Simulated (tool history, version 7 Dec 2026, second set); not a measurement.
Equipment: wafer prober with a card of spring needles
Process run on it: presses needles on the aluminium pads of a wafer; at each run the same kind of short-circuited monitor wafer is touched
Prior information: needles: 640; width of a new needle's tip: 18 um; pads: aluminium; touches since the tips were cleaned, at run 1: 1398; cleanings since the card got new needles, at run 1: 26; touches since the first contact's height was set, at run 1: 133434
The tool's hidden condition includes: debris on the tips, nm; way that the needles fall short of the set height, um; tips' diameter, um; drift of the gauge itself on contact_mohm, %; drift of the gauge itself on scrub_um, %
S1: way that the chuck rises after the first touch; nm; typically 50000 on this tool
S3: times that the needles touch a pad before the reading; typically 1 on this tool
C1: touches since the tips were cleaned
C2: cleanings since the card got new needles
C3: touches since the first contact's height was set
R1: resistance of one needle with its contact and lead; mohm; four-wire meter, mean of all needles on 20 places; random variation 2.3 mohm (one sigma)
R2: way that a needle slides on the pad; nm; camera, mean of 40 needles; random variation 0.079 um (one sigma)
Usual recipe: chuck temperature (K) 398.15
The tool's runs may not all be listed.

{"run": 1, "day": 0.0, "S1": 50000, "chuck temperature (K)": 398.15, "S3": 1, "C1": 1398, "C2": 26, "C3": 133434, "R1": 262, "R2": 7030}
{"day": 0.358, "done": "tips cleaned on abrasive film"}
{"run": 2, "day": 0.596, "S1": 50000, "chuck temperature (K)": 398.15, "S3": 1, "C1": 2156, "C2": 27, "C3": 138819, "R1": 264, "R2": 7130}
{"day": 0.892, "done": "tips cleaned on abrasive film"}
{"day": 1.392, "done": "tips cleaned on abrasive film"}
{"run": 3, "day": 1.392, "S1": 50000, "chuck temperature (K)": 398.15, "S3": 1, "C1": 0, "C2": 29, "C3": 146029, "R1": 257, "R2": 7030}
{"day": 1.925, "done": "tips cleaned on abrasive film"}
{"run": 4, "day": 2.238, "S1": 50000, "chuck temperature (K)": 398.15, "S3": 1, "C1": 2851, "C2": 30, "C3": 153719, "R1": 267, "R2": 6810}
{"day": 2.471, "done": "tips cleaned on abrasive film"}
{"day": 2.575, "done": "height of the first contact set anew"}
{"day": 3.033, "done": "tips cleaned on abrasive film"}
{"run": 5, "day": 3.067, "S1": 50000, "chuck temperature (K)": 398.15, "S3": 1, "C1": 318, "C2": 32, "C3": 4481, "R1": 260, "R2": 7220}
{"day": 3.571, "done": "tips cleaned on abrasive film"}
{"run": 6, "day": 3.838, "S1": 50000, "chuck temperature (K)": 398.15, "S3": 1, "C1": 2469, "C2": 33, "C3": 11482, "R1": 261, "R2": 7170}
{"day": 4.129, "done": "tips cleaned on abrasive film"}
{"run": 7, "day": 4.612, "S1": 50000, "chuck temperature (K)": 398.15, "S3": 1, "C1": 4432, "C2": 34, "C3": 18525, "R1": 275, "R2": 7270}
{"day": 4.667, "done": "tips cleaned on abrasive film"}
{"day": 5.192, "done": "tips cleaned on abrasive film"}
{"run": 8, "day": 5.425, "S1": 50000, "chuck temperature (K)": 398.15, "S3": 1, "C1": 2128, "C2": 36, "C3": 25858, "R1": 266, "R2": 7270}
{"day": 5.704, "done": "tips cleaned on abrasive film"}
{"run": 9, "day": 6.05, "S1": 50000, "chuck temperature (K)": 398.15, "S3": 2, "C1": 3168, "C2": 37, "C3": 31521, "R1": 266, "R2": 7160}
{"day": 6.233, "done": "tips cleaned on abrasive film"}
{"run": 10, "day": 6.512, "S1": 50000, "chuck temperature (K)": 398.15, "S3": 2, "C1": 2537, "C2": 38, "C3": 35704, "R1": 265, "R2": 7300}
{"day": 6.758, "done": "tips cleaned on abrasive film"}
{"run": 11, "day": 7.05, "S1": 53000, "chuck temperature (K)": 369.15, "S3": 1, "C1": 2673, "C2": 39, "C3": 40577, "R1": 258, "R2": 7680}
{"day": 7.275, "done": "tips cleaned on abrasive film"}
{"run": 12, "day": 7.729, "S1": 53000, "chuck temperature (K)": 369.15, "S3": 1, "C1": 4146, "C2": 40, "C3": 46748, "R1": 260, "R2": 7710}

For run 13, what comes out?
{"day": 7.808, "done": "tips cleaned on abrasive film"}
{"run": 13, "day": 8.221, "S1": 53000, "chuck temperature (K)": 369.15, "S3": 1, "C1": 3744, "C2": 41, "C3": 51183, "R1": "?", "R2": "?"}

Run 13 yielded R1 258 mohm, R2 7640 nm.
If the tool had no hidden condition, the same run with the same run-to-run variation would have returned R1 247 mohm, R2 7780 nm.
